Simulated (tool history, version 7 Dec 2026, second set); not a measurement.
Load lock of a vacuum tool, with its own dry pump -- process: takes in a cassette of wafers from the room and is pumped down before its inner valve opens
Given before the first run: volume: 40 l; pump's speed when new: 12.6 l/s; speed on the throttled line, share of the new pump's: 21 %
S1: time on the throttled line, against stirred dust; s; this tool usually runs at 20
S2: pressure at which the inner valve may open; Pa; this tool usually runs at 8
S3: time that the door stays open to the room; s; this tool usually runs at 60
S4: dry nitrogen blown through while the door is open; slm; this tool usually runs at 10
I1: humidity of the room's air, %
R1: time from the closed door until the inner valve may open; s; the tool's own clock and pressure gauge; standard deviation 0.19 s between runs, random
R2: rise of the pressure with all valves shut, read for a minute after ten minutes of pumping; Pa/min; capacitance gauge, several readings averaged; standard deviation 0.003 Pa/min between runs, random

Run 1, hour 0.0: usual settings; I1 45.1. Result: R1 47.5 s, R2 0.314 Pa/min.
Run 2, hour 205.4: usual settings; I1 40.6. Result: R1 47.5 s, R2 0.318 Pa/min.
Run 3, hour 344.8: usual settings; I1 48.2. Result: R1 47.9 s, R2 0.334 Pa/min.
Run 4, hour 571.4: usual settings but S2 6 Pa; I1 43.0. Result: R1 49.2 s, R2 0.346 Pa/min.
Run 5, hour 691.7: usual settings; I1 48.2. Result: R1 48.0 s, R2 0.351 Pa/min.
Run 6, hour 830.0: usual settings but S4 19 slm; I1 46.1. Result: R1 48.2 s, R2 0.347 Pa/min.
Run 7, hour 1070.7: usual settings but S4 19 slm; I1 47.4. Result: R1 48.2 s, R2 0.360 Pa/min.
Run 8, hour 1322.4: usual settings but S4 19 slm; I1 42.1. Result: R1 48.0 s, R2 0.361 Pa/min.
Run 9, hour 1596.3: usual settings but S4 7 slm; I1 45.4. Result: R1 47.9 s, R2 0.400 Pa/min.
Run 10, hour 1767.6: usual settings but S4 28 slm; I1 45.4. Result: R1 48.0 s, R2 0.388 Pa/min.
Run 11, hour 2022.9: usual settings but S4 28 slm; I1 45.3. Result: R1 48.0 s, R2 0.393 Pa/min.
Run 12, hour 2158.2: usual settings; I1 43.4. Result: R1 48.4 s, R2 0.419 Pa/min.
Run 13, hour 2327.7: usual settings; I1 44.2. Result: R1 48.3 s, R2 0.437 Pa/min.
Run 14, hour 2490.8: usual settings; I1 46.5. Result: R1 48.2 s, R2 0.442 Pa/min.
Run 15, hour 2629.1: usual settings; I1 43.7. Result: R1 48.0 s, R2 0.447 Pa/min.
Run 16, hour 2752.8: usual settings; I1 42.0. Result: R1 48.3 s, R2 0.455 Pa/min.
Run 17, hour 2914.0: usual settings; I1 43.2. Result: R1 48.1 s, R2 0.458 Pa/min.
Run 18, hour 3141.6: usual settings; I1 44.2. Result: R1 48.8 s, R2 0.478 Pa/min.
Run 19, hour 3420.6: usual settings but S2 15 Pa; I1 46.2. Result: R1 46.2 s, R2 0.498 Pa/min.
Run 20, hour 3561.8: usual settings but S1 26 s, S2 15 Pa; I1 45.5. Result: R1 50.8 s, R2 0.505 Pa/min.
Run 21, hour 3811.0: usual settings but S1 22 s; I1 47.2. Result: R1 50.2 s, R2 0.516 Pa/min.
Run 22, hour 3937.8: usual settings but S1 22 s; I1 43.1. Result: R1 50.1 s, R2 0.526 Pa/min.
At hour 4192.6: door's seal changed, seat wiped.
Run 23, hour 4204.6: usual settings but S1 13 s; I1 43.7. Result: R1 43.2 s, R2 0.048 Pa/min.
Run 24, hour 4343.4: usual settings but S1 13 s; I1 51.3. Result: R1 43.2 s, R2 0.064 Pa/min.
Run 25, hour 4549.0: usual settings but S1 13 s; I1 43.7. Result: R1 43.7 s, R2 0.054 Pa/min.
Run 26, hour 4678.5: usual settings but S1 13 s, S4 4 slm; I1 43.8. Result: R1 43.4 s, R2 0.073 Pa/min.
Run 27, hour 4837.5: usual settings but S1 13 s, S4 4 slm; I1 45.9. Result: R1 43.6 s, R2 0.080 Pa/min.
Run 28, hour 5009.8: usual settings but S1 13 s, S2 10 Pa, S3 90 s, S4 4 slm; I1 47.0. Result: R1 43.0 s, R2 0.099 Pa/min.
Run 29, hour 5129.0: usual settings but S1 26 s, S3 218 s; I1 43.4. Result: R1 53.5 s, R2 0.114 Pa/min.
Run 30, hour 5313.5: usual settings but S2 12 Pa, S3 145 s; I1 43.2. Result: R1 47.3 s, R2 0.092 Pa/min.
Run 31, hour 5476.2: usual settings but S1 13 s, S2 12 Pa, S3 47 s; I1 43.3. Result: R1 42.2 s, R2 0.067 Pa/min.

Forecast run 32:
Run 32, hour 5593.2: usual settings but S1 13 s, S2 12 Pa, S3 47 s; I1 43.1. Result: R1 ?, R2 ?.

R1: 42.2 s
R2: 0.063 Pa/min
If the tool had no hidden condition, the same run with the same run-to-run variation would have returned R1 39.2 s, R2 0.043 Pa/min.

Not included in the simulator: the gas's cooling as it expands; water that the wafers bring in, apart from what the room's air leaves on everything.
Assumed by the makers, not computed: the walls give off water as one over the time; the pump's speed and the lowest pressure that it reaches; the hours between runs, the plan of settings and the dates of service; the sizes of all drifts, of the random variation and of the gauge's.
